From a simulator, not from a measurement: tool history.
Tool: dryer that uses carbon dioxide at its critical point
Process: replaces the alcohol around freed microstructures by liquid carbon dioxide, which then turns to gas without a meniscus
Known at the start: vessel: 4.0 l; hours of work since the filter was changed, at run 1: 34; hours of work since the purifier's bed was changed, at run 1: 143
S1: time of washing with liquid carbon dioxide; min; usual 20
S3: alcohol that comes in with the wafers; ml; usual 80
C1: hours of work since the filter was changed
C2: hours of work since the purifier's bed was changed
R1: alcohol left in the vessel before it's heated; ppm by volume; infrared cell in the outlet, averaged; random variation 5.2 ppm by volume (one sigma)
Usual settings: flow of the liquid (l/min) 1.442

Run 1, day 0.000: usual settings; C1 34; C2 143. Result: R1 114 ppm by volume.
Run 2, day 1.412: usual settings; C1 47; C2 155. Result: R1 119 ppm by volume.
Run 3, day 3.221: usual settings; C1 63; C2 172. Result: R1 116 ppm by volume.
Run 4, day 5.025: usual settings; C1 80; C2 188. Result: R1 127 ppm by volume.
Run 5, day 6.679: usual settings; C1 94; C2 203. Result: R1 123 ppm by volume.
Run 6, day 7.767: usual settings; C1 104; C2 213. Result: R1 130 ppm by volume.
Run 7, day 9.658: usual settings; C1 121; C2 229. Result: R1 131 ppm by volume.
Run 8, day 11.033: usual settings; C1 134; C2 242. Result: R1 126 ppm by volume.
Run 9, day 12.667: usual settings but S3 117 ml; C1 148; C2 257. Result: R1 183 ppm by volume.
Run 10, day 13.721: usual settings but S3 117 ml; C1 158; C2 266. Result: R1 186 ppm by volume.
Run 11, day 14.758: usual settings; C1 167; C2 275. Result: R1 138 ppm by volume.
Run 12, day 16.904: usual settings; C1 186; C2 295. Result: R1 133 ppm by volume.
Run 13, day 18.304: usual settings; C1 199; C2 307. Result: R1 151 ppm by volume.
Run 14, day 20.438: usual settings; C1 218; C2 326. Result: R1 157 ppm by volume.
Run 15, day 22.296: usual settings; C1 235; C2 343. Result: R1 155 ppm by volume.
Run 16, day 23.871: usual settings; C1 249; C2 357. Result: R1 160 ppm by volume.
Run 17, day 25.958: usual settings; C1 268; C2 376. Result: R1 166 ppm by volume.
Run 18, day 27.783: usual settings; C1 284; C2 392. Result: R1 163 ppm by volume.
Run 19, day 29.358: usual settings but flow of the liquid (l/min) 1.050, S3 25 ml; C1 298; C2 407. Result: R1 189 ppm by volume.
Run 20, day 30.846: usual settings but flow of the liquid (l/min) 1.050, S3 25 ml; C1 312; C2 420. Result: R1 199 ppm by volume.
Run 21, day 31.938: usual settings but S1 14 min, flow of the liquid (l/min) 1.430; C1 322; C2 430. Result: R1 672 ppm by volume.
At day 33.233: inlet filter changed.
Run 22, day 33.712: usual settings but flow of the liquid (l/min) 0.880, S3 33 ml; C1 4; C2 445. Result: R1 353 ppm by volume.
Run 23, day 34.942: usual settings but flow of the liquid (l/min) 0.880, S3 33 ml; C1 15; C2 456. Result: R1 337 ppm by volume.
Run 24, day 37.046: usual settings but flow of the liquid (l/min) 0.880, S3 33 ml; C1 34; C2 475. Result: R1 346 ppm by volume.
Run 25, day 38.583: usual settings but flow of the liquid (l/min) 0.880, S3 33 ml; C1 48; C2 489. Result: R1 342 ppm by volume.
Run 26, day 40.458: usual settings but flow of the liquid (l/min) 0.880, S3 33 ml; C1 65; C2 506. Result: R1 348 ppm by volume.
Run 27, day 42.238: usual settings but flow of the liquid (l/min) 1.120, S3 43 ml; C1 81; C2 522. Result: R1 205 ppm by volume.
Run 28, day 43.946: usual settings but flow of the liquid (l/min) 1.120, S3 43 ml; C1 96; C2 537. Result: R1 215 ppm by volume.
Run 29, day 44.929: usual settings but S1 29 min, flow of the liquid (l/min) 1.230, S3 26 ml; C1 105; C2 546. Result: R1 50 ppm by volume.
Run 30, day 45.971: usual settings but S1 31 min; C1 114; C2 555. Result: R1 46 ppm by volume.
Run 31, day 48.108: usual settings but S1 24 min, S3 32 ml; C1 134; C2 575. Result: R1 55 ppm by volume.
Run 32, day 49.225: usual settings but S1 31 min, flow of the liquid (l/min) 0.990, S3 21 ml; C1 144; C2 585. Result: R1 63 ppm by volume.
Run 33, day 50.571: usual settings but flow of the liquid (l/min) 1.990, S3 21 ml; C1 156; C2 597. Result: R1 47 ppm by volume.
Run 34, day 51.679: usual settings but S1 16 min; C1 166; C2 607. Result: R1 357 ppm by volume.
Run 35, day 53.508: usual settings but S1 25 min, flow of the liquid (l/min) 1.660, S3 27 ml; C1 182; C2 623. Result: R1 47 ppm by volume.

5 ways to go on from here, each from the tool as it stands after run 35. What would each give?
Run A, day 55.238: usual settings but S1 21 min, flow of the liquid (l/min) 1.470, S3 51 ml; C1 198; C2 639. Result: R1 ?.
Run B, day 55.238: usual settings but S1 25 min, flow of the liquid (l/min) 1.660, S3 22 ml; C1 198; C2 639. Result: R1 ?.
Run C, day 55.238: usual settings but flow of the liquid (l/min) 1.240; C1 198; C2 639. Result: R1 ?.
Run D, day 55.238: usual settings but S1 27 min, flow of the liquid (l/min) 2.340, S3 72 ml; C1 198; C2 639. Result: R1 ?.
Run E, day 55.238: usual settings but S1 18 min, flow of the liquid (l/min) 1.200, S3 30 ml; C1 198; C2 639. Result: R1 ?.

run   R1
  A  102
  B   44
  C  289
  D   43
  E  210
Without the tool's hidden state the same runs would have given:
run   R1
  A   49
  B    4
  C  195
  D    5
  E  136

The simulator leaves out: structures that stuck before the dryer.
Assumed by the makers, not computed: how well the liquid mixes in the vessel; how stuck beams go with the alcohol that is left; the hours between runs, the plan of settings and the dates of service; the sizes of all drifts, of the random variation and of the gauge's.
